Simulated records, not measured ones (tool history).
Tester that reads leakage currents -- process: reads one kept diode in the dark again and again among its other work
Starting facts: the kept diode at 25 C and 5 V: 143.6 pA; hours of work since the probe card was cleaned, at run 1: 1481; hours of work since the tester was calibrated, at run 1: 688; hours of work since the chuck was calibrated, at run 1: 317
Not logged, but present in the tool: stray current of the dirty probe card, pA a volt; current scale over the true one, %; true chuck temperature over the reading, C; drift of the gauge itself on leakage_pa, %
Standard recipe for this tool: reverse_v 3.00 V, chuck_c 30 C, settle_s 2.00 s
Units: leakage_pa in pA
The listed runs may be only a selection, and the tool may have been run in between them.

run,hour,reverse_v,chuck_c,settle_s,hours of work since the probe card was cleaned,hours of work since the tester was calibrated,hours of work since the chuck was calibrated,leakage_pa
1,0.0,3.00,30,2.00,1481,688,317,186.06
2,55.5,3.00,30,2.00,1507,715,343,186.05
3,107.1,3.00,29,2.00,1532,739,368,171.73
4,139.8,3.00,29,2.00,1547,755,383,172.47
5,194.2,3.00,29,2.00,1573,781,409,172.89
6,235.7,3.00,30,0.63,1593,800,429,187.55
7,288.9,3.00,30,2.45,1618,826,454,187.86
8,313.8,3.00,30,2.45,1630,837,466,186.61
9,361.4,3.00,30,2.45,1652,860,489,187.36
10,392.9,3.00,30,2.45,1667,875,504,186.48
11,433.7,3.00,30,2.00,1687,894,523,187.39
12,470.5,3.00,30,2.00,1704,912,540,187.88
13,525.0,3.00,30,2.00,1730,938,566,189.91
14,569.7,14.38,44,2.01,1751,959,587,909.03
15,596.0,3.45,46,0.55,1764,971,600,645.93

Run 16, settings as shown, results not yet in. Your forecast:
16,621.4,1.82,35,1.06,1776,983,612,?

{"run 16": {"leakage_pa": 233.59}}
On a tool with no hidden condition, and with the same random variation, this run would have come out at leakage_pa 225.48 pA.
